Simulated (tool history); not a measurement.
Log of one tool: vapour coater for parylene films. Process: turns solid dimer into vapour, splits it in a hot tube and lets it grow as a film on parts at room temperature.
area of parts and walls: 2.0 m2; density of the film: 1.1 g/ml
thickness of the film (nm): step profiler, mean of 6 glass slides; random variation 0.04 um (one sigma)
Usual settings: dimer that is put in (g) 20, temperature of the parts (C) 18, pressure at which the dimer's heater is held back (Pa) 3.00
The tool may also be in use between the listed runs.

| run | day | dimer that is put in (g) | temperature of the parts (C) | pressure at which the dimer's heater is held back (Pa) | thickness of the film (nm) |
|---|---|---|---|---|---|
| 1 | 0.000 | 20 | 18 | 3.00 | 5400 |
| 2 | 2.275 | 20 | 18 | 3.00 | 5430 |
|  | 3.638 | trap's valve overhauled |
| 3 | 5.729 | 20 | 18 | 3.00 | 6070 |
| 4 | 8.717 | 20 | 18 | 6.32 | 5060 |
| 5 | 11.796 | 20 | 18 | 6.32 | 5100 |
| 6 | 15.271 | 20 | 18 | 6.32 | 5070 |
| 7 | 17.750 | 20 | 18 | 3.00 | 5850 |
| 8 | 20.404 | 20 | 18 | 3.00 | 5840 |
| 9 | 22.958 | 20 | 18 | 3.00 | 5790 |
| 10 | 25.342 | 20 | 19 | 3.00 | 5540 |
| 11 | 27.471 | 9 | 19 | 8.11 | 2000 |
| 12 | 29.454 | 9 | 11 | 8.11 | 2860 |
| 13 | 32.367 | 24 | 16 | 3.44 | 7160 |
| 14 | 35.596 | 8 | 18 | 9.82 | 1720 |
| 15 | 37.725 | 10 | 13 | 7.85 | 2840 |
|  | 40.658 | trap's valve overhauled |
| 16 | 40.846 | 10 | 13 | 7.85 | 3110 |

The next listed run, before its measurement:
| 17 | 43.496 | 10 | 13 | 7.85 | ? |

{"run 17": {"thickness of the film (nm)": 3120}}
Without the tool's hidden state the same run would have given thickness of the film (nm) 3010.
